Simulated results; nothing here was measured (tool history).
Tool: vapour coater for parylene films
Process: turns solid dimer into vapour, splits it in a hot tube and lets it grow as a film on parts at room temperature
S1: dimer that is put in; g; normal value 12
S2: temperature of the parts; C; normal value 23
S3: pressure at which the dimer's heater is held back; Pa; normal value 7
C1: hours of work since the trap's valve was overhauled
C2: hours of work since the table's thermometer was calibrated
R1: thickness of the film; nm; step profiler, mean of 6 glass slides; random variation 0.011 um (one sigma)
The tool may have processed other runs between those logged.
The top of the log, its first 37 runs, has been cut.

run,hour,S1,S2,S3,C1,C2,R1
38,531.8,9,19,11.23,41,87,1450
39,543,5,18,10.71,50,96,860
40,559.5,10,15,6.76,63,110,2030
41,574,6,26,7,75,122,720
42,591.1,12,26,7,90,136,1460
43,605,21,25,7,101,147,2640
44,624.4,7,25,7,117,163,870
45,639.9,10,35,10.11,130,176,770
46,654.1,10,35,10.11,141,188,760
47,664.7,12,23,8.18,150,196,1660

Below are 3 alternative next runs, each starting from the tool's condition after run 47. Predict each:
A,681.1,17,26,8.18,164,210,?
B,681.1,14,24,6.59,164,210,?
C,681.1,20,23,3.14,164,210,?

run,R1
A,2020
B,1870
C,2970
Without the tool's hidden state the same runs would have given:
run,R1
A,2040
B,1890
C,3000
